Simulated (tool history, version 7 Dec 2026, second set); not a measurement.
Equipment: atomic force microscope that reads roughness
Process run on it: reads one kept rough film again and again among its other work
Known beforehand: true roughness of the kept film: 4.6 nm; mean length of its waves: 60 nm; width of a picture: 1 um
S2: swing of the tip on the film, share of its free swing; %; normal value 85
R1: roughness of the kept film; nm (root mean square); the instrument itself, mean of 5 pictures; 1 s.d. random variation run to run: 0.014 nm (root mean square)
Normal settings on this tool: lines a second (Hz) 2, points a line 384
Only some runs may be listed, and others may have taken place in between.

run 1 hour=0 | lines_a_second_(Hz)=2 S2=85 points_a_line=384 | R1=4.193
run 2 hour=17.8 | lines_a_second_(Hz)=2 S2=85 points_a_line=384 | R1=4.187
run 3 hour=32.2 | lines_a_second_(Hz)=2 S2=85 points_a_line=384 | R1=4.156
run 4 hour=43.4 | lines_a_second_(Hz)=2 S2=85 points_a_line=384 | R1=4.182
run 5 hour=57.3 | lines_a_second_(Hz)=2 S2=85 points_a_line=384 | R1=4.193
run 6 hour=67.7 | lines_a_second_(Hz)=2 S2=85 points_a_line=384 | R1=4.186
run 7 hour=89.6 | lines_a_second_(Hz)=2 S2=85 points_a_line=384 | R1=4.18
run 8 hour=105.7 | lines_a_second_(Hz)=2 S2=85 points_a_line=384 | R1=4.184
run 9 hour=122.5 | lines_a_second_(Hz)=1.42 S2=85 points_a_line=384 | R1=4.262
run 10 hour=141 | lines_a_second_(Hz)=0.65 S2=85 points_a_line=384 | R1=4.38
run 11 hour=157.7 | lines_a_second_(Hz)=2 S2=69 points_a_line=384 | R1=4.351
-- hour=169.4 new tip fitted
run 12 hour=180.8 | lines_a_second_(Hz)=1.88 S2=85 points_a_line=384 | R1=4.221
run 13 hour=193.6 | lines_a_second_(Hz)=1.88 S2=85 points_a_line=384 | R1=4.181
run 14 hour=218.1 | lines_a_second_(Hz)=1.88 S2=85 points_a_line=384 | R1=4.197
run 15 hour=234.8 | lines_a_second_(Hz)=2 S2=85 points_a_line=384 | R1=4.159
run 16 hour=250.1 | lines_a_second_(Hz)=2 S2=85 points_a_line=384 | R1=4.153
run 17 hour=261.8 | lines_a_second_(Hz)=2 S2=85 points_a_line=837 | R1=4.181
run 18 hour=273.7 | lines_a_second_(Hz)=2 S2=85 points_a_line=837 | R1=4.187
run 19 hour=291.1 | lines_a_second_(Hz)=2 S2=85 points_a_line=837 | R1=4.193
run 20 hour=305.7 | lines_a_second_(Hz)=2 S2=85 points_a_line=837 | R1=4.183
run 21 hour=321.8 | lines_a_second_(Hz)=2 S2=85 points_a_line=837 | R1=4.215
run 22 hour=332.9 | lines_a_second_(Hz)=2 S2=85 points_a_line=837 | R1=4.186
-- hour=339.9 new tip fitted
run 23 hour=346.6 | lines_a_second_(Hz)=2 S2=85 points_a_line=837 | R1=4.195
run 24 hour=360 | lines_a_second_(Hz)=0.92 S2=85 points_a_line=438 | R1=4.325
run 25 hour=378.7 | lines_a_second_(Hz)=0.92 S2=85 points_a_line=438 | R1=4.352
run 26 hour=402.3 | lines_a_second_(Hz)=0.92 S2=85 points_a_line=438 | R1=4.346
run 27 hour=425.3 | lines_a_second_(Hz)=1.88 S2=67 points_a_line=384 | R1=4.354
run 28 hour=442.7 | lines_a_second_(Hz)=1.88 S2=67 points_a_line=384 | R1=4.394
run 29 hour=462 | lines_a_second_(Hz)=1.88 S2=67 points_a_line=384 | R1=4.365
run 30 hour=474.4 | lines_a_second_(Hz)=2.89 S2=84 points_a_line=562 | R1=4.073
run 31 hour=495 | lines_a_second_(Hz)=2.89 S2=84 points_a_line=562 | R1=4.088
-- hour=510.1 new tip fitted
run 32 hour=510.3 | lines_a_second_(Hz)=2.89 S2=84 points_a_line=562 | R1=4.066
run 33 hour=528.7 | lines_a_second_(Hz)=2.89 S2=64 points_a_line=420 | R1=4.318
run 34 hour=539.9 | lines_a_second_(Hz)=2.89 S2=66 points_a_line=381 | R1=4.351
run 35 hour=562.7 | lines_a_second_(Hz)=2.89 S2=66 points_a_line=381 | R1=4.296
run 36 hour=585.9 | lines_a_second_(Hz)=2 S2=81 points_a_line=833 | R1=4.261
run 37 hour=599 | lines_a_second_(Hz)=2 S2=81 points_a_line=833 | R1=4.247
run 38 hour=620.3 | lines_a_second_(Hz)=2 S2=82 points_a_line=322 | R1=4.204
run 39 hour=634.9 | lines_a_second_(Hz)=2.91 S2=71 points_a_line=798 | R1=4.25
run 40 hour=651.5 | lines_a_second_(Hz)=2.26 S2=72 points_a_line=661 | R1=4.305
run 41 hour=670.7 | lines_a_second_(Hz)=0.72 S2=90 points_a_line=384 | R1=4.332
-- hour=679.1 new tip fitted
run 42 hour=694 | lines_a_second_(Hz)=0.72 S2=90 points_a_line=384 | R1=4.323
run 43 hour=713.7 | lines_a_second_(Hz)=2 S2=82 points_a_line=384 | R1=4.22
run 44 hour=725.5 | lines_a_second_(Hz)=2 S2=82 points_a_line=384 | R1=4.243
run 45 hour=745.8 | lines_a_second_(Hz)=2 S2=82 points_a_line=384 | R1=4.199

Below are 5 alternative next runs, each starting from the tool's condition after run 45. Predict each:
run A hour=767.4 | lines_a_second_(Hz)=1.25 S2=85 points_a_line=795 | R1=?
run B hour=767.4 | lines_a_second_(Hz)=0.51 S2=71 points_a_line=381 | R1=?
run C hour=767.4 | lines_a_second_(Hz)=0.82 S2=85 points_a_line=996 | R1=?
run D hour=767.4 | lines_a_second_(Hz)=2 S2=82 points_a_line=411 | R1=?
run E hour=767.4 | lines_a_second_(Hz)=0.72 S2=82 points_a_line=384 | R1=?

run=A R1=4.277
run=B R1=4.425
run=C R1=4.344
run=D R1=4.216
run=E R1=4.361
Had the tool no hidden state, the same runs would have come out as:
run=A R1=4.281
run=B R1=4.428
run=C R1=4.348
run=D R1=4.219
run=E R1=4.364
